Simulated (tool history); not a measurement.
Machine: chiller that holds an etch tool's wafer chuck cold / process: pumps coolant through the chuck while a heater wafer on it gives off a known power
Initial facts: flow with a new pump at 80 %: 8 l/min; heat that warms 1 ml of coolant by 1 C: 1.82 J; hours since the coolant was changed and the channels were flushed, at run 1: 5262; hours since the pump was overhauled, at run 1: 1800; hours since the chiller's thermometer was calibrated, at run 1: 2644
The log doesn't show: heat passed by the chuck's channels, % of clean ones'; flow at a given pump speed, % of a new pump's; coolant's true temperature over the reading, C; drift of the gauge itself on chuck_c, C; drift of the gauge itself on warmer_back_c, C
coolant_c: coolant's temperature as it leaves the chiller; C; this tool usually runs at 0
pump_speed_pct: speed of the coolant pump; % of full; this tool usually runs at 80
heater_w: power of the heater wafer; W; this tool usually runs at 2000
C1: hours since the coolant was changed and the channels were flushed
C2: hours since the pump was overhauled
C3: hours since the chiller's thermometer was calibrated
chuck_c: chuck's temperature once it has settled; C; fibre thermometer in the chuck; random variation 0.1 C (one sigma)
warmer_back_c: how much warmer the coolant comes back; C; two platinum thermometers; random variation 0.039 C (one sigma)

{"run": 1, "hour": 0.0, "coolant_c": 0, "pump_speed_pct": 80, "heater_w": 2000, "C1": 5262, "C2": 1800, "C3": 2644, "chuck_c": 15.9, "warmer_back_c": 8.26}
{"run": 2, "hour": 49.9, "coolant_c": 0, "pump_speed_pct": 80, "heater_w": 2000, "C1": 5311, "C2": 1850, "C3": 2694, "chuck_c": 15.9, "warmer_back_c": 8.18}
{"run": 3, "hour": 103.5, "coolant_c": 0, "pump_speed_pct": 80, "heater_w": 2000, "C1": 5365, "C2": 1903, "C3": 2747, "chuck_c": 16.0, "warmer_back_c": 8.24}
{"run": 4, "hour": 147.2, "coolant_c": 0, "pump_speed_pct": 80, "heater_w": 2000, "C1": 5409, "C2": 1947, "C3": 2791, "chuck_c": 15.9, "warmer_back_c": 8.34}
{"run": 5, "hour": 202.6, "coolant_c": 0, "pump_speed_pct": 80, "heater_w": 2000, "C1": 5464, "C2": 2003, "C3": 2847, "chuck_c": 16.0, "warmer_back_c": 8.31}
{"run": 6, "hour": 234.0, "coolant_c": 0, "pump_speed_pct": 80, "heater_w": 2000, "C1": 5496, "C2": 2034, "C3": 2878, "chuck_c": 16.1, "warmer_back_c": 8.32}
{"run": 7, "hour": 291.5, "coolant_c": 0, "pump_speed_pct": 80, "heater_w": 2000, "C1": 5553, "C2": 2091, "C3": 2935, "chuck_c": 16.0, "warmer_back_c": 8.31}
{"run": 8, "hour": 319.1, "coolant_c": 0, "pump_speed_pct": 80, "heater_w": 2000, "C1": 5581, "C2": 2119, "C3": 2963, "chuck_c": 15.9, "warmer_back_c": 8.25}
{"run": 9, "hour": 346.5, "coolant_c": 0, "pump_speed_pct": 80, "heater_w": 2000, "C1": 5608, "C2": 2146, "C3": 2990, "chuck_c": 15.9, "warmer_back_c": 8.23}
{"run": 10, "hour": 374.3, "coolant_c": 0, "pump_speed_pct": 80, "heater_w": 2000, "C1": 5636, "C2": 2174, "C3": 3018, "chuck_c": 16.1, "warmer_back_c": 8.36}
{"run": 11, "hour": 420.0, "coolant_c": 0, "pump_speed_pct": 80, "heater_w": 2000, "C1": 5682, "C2": 2220, "C3": 3064, "chuck_c": 16.0, "warmer_back_c": 8.3}
{"run": 12, "hour": 459.5, "coolant_c": 0, "pump_speed_pct": 80, "heater_w": 2000, "C1": 5721, "C2": 2260, "C3": 3103, "chuck_c": 16.1, "warmer_back_c": 8.36}
{"run": 13, "hour": 493.9, "coolant_c": 0, "pump_speed_pct": 80, "heater_w": 2000, "C1": 5755, "C2": 2294, "C3": 3138, "chuck_c": 16.0, "warmer_back_c": 8.32}
{"run": 14, "hour": 533.4, "coolant_c": 0, "pump_speed_pct": 80, "heater_w": 2000, "C1": 5795, "C2": 2333, "C3": 3177, "chuck_c": 16.0, "warmer_back_c": 8.35}
{"run": 15, "hour": 560.1, "coolant_c": -8, "pump_speed_pct": 79, "heater_w": 2000, "C1": 5822, "C2": 2360, "C3": 3204, "chuck_c": 8.2, "warmer_back_c": 8.42}
{"run": 16, "hour": 615.7, "coolant_c": 0, "pump_speed_pct": 79, "heater_w": 2722, "C1": 5877, "C2": 2416, "C3": 3260, "chuck_c": 22.0, "warmer_back_c": 11.46}
{"run": 17, "hour": 656.9, "coolant_c": 0, "pump_speed_pct": 85, "heater_w": 1837, "C1": 5918, "C2": 2457, "C3": 3301, "chuck_c": 14.0, "warmer_back_c": 7.16}
{"run": 18, "hour": 704.3, "coolant_c": -2, "pump_speed_pct": 85, "heater_w": 2809, "C1": 5966, "C2": 2504, "C3": 3348, "chuck_c": 19.3, "warmer_back_c": 11.03}
{"run": 19, "hour": 733.3, "coolant_c": 0, "pump_speed_pct": 71, "heater_w": 2712, "C1": 5995, "C2": 2533, "C3": 3377, "chuck_c": 24.0, "warmer_back_c": 12.77}
{"hour": 752.0, "done": "coolant changed, channels flushed"}
{"run": 20, "hour": 774.7, "coolant_c": 0, "pump_speed_pct": 80, "heater_w": 1546, "C1": 23, "C2": 2569, "C3": 3413, "chuck_c": 12.4, "warmer_back_c": 6.52}

Consider 4 possible next runs. They are alternatives, not a sequence: every one starts from the tool as it was left by run 20. What does each give?
{"run": "A", "hour": 835.9, "coolant_c": 4, "pump_speed_pct": 88, "heater_w": 1546, "C1": 84, "C2": 2630, "C3": 3474, "chuck_c": "?", "warmer_back_c": "?"}
{"run": "B", "hour": 835.9, "coolant_c": 6, "pump_speed_pct": 80, "heater_w": 2000, "C1": 84, "C2": 2630, "C3": 3474, "chuck_c": "?", "warmer_back_c": "?"}
{"run": "C", "hour": 835.9, "coolant_c": 0, "pump_speed_pct": 89, "heater_w": 2000, "C1": 84, "C2": 2630, "C3": 3474, "chuck_c": "?", "warmer_back_c": "?"}
{"run": "D", "hour": 835.9, "coolant_c": 5, "pump_speed_pct": 80, "heater_w": 1546, "C1": 84, "C2": 2630, "C3": 3474, "chuck_c": "?", "warmer_back_c": "?"}

run=A chuck_c=15.3 warmer_back_c=5.99
run=B chuck_c=21.8 warmer_back_c=8.38
run=C chuck_c=14.7 warmer_back_c=7.58
run=D chuck_c=17.2 warmer_back_c=6.48
With no hidden state in the tool, these same runs would have given:
run=A chuck_c=15.3 warmer_back_c=5.86
run=B chuck_c=21.8 warmer_back_c=8.24
run=C chuck_c=14.7 warmer_back_c=7.44
run=D chuck_c=17.2 warmer_back_c=6.34
